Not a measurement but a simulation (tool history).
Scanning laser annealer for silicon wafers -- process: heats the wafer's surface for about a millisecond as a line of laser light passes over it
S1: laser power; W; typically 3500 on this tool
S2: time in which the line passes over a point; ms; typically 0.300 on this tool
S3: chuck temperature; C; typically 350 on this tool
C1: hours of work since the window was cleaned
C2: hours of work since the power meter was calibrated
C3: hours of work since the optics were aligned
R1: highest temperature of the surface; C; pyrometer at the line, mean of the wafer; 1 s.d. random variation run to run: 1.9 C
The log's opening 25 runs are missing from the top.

run,hour,S1,S2,S3,C1,C2,C3,R1
26,1163.2,3607,0.303,349,423,2985,177,1135
27,1198.3,3500,0.334,328,450,3012,204,1124
28,1249.8,3412,0.334,324,490,3052,244,1091
29,1318.7,3500,0.235,350,544,3106,297,1011
30,1353.1,3116,0.228,383,570,3132,324,937
# hour 1381.8: window over the wafer cleaned
31,1389.8,3116,0.228,383,6,3159,350,938
32,1445.3,3116,0.228,383,49,3202,393,937
33,1476.2,3746,0.250,355,73,3226,417,1102
34,1515.4,3780,0.300,316,103,3256,448,1145
35,1547.2,3780,0.300,316,128,3281,472,1147

Here are 4 independent what-if runs from the current tool condition. What would each one return?
A,1607.4,3500,0.298,350,175,3328,519,?
B,1607.4,3267,0.239,338,175,3328,519,?
C,1607.4,3780,0.247,312,175,3328,519,?
D,1607.4,3500,0.300,370,175,3328,519,?

run,R1
A,1099
B,948
C,1062
D,1120
Stripped of hidden state, with their random variation kept, the same runs would have yielded:
run,R1
A,1100
B,949
C,1063
D,1121
